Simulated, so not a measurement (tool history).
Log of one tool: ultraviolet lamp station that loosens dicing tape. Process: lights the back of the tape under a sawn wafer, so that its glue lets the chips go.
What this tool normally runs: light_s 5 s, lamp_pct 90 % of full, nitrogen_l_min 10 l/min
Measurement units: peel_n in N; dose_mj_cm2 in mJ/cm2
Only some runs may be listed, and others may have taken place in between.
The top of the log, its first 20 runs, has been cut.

| run | day | light_s | lamp_pct | nitrogen_l_min | peel_n | dose_mj_cm2 |
|---|---|---|---|---|---|---|
| 21 | 14.371 | 5 | 61 | 10 | 1.208 | 218 |
| 22 | 14.812 | 5 | 61 | 10 | 1.159 | 208 |
|  | 14.921 | window cleaned of glue's vapour |
| 23 | 15.858 | 5 | 90 | 8 | 0.802 | 285 |
| 24 | 16.788 | 5 | 90 | 10 | 0.738 | 278 |
| 25 | 17.242 | 5 | 90 | 10 | 0.76 | 276 |
| 26 | 18.196 | 5 | 90 | 10 | 0.765 | 274 |
| 27 | 18.638 | 9 | 90 | 12 | 0.207 | 484 |
| 28 | 19.446 | 2 | 90 | 10 | 2.596 | 108 |
| 29 | 19.942 | 4 | 71 | 19 | 1.376 | 165 |
| 30 | 20.625 | 5 | 94 | 5 | 1.102 | 275 |
|  | 20.7 | window cleaned of glue's vapour, once more |
| 31 | 21.217 | 2 | 99 | 6 | 2.227 | 148 |
| 32 | 22.183 | 7 | 60 | 9 | 0.667 | 302 |
| 33 | 23.208 | 7 | 60 | 9 | 0.682 | 299 |
| 34 | 24.092 | 5 | 64 | 10 | 1.083 | 223 |
| 35 | 24.558 | 2 | 73 | 16 | 2.54 | 101 |
| 36 | 25.462 | 5 | 68 | 4 | 1.504 | 230 |
| 37 | 26.333 | 5 | 90 | 5 | 0.899 | 301 |
| 38 | 26.825 | 8 | 68 | 10 | 0.434 | 362 |
| 39 | 27.275 | 8 | 68 | 10 | 0.446 | 356 |
| 40 | 28.162 | 8 | 98 | 3 | 0.443 | 510 |
| 41 | 28.633 | 3 | 86 | 16 | 1.45 | 166 |
| 42 | 29.425 | 3 | 86 | 16 | 1.532 | 169 |

Branching from run 42: 3 alternative next runs. What would each branch give?
| A | 29.946 | 5 | 90 | 15 | ? | ? |
| B | 29.946 | 5 | 90 | 3 | ? | ? |
| C | 29.946 | 6 | 68 | 5 | ? | ? |

| run | peel_n | dose_mj_cm2 |
|---|---|---|
| A | 0.58 | 278 |
| B | 1.286 | 286 |
| C | 1.202 | 256 |
With no hidden state in the tool, these same runs would have given:
| run | peel_n | dose_mj_cm2 |
|---|---|---|
| A | 0.248 | 410 |
| B | 0.663 | 420 |
| C | 0.6 | 379 |
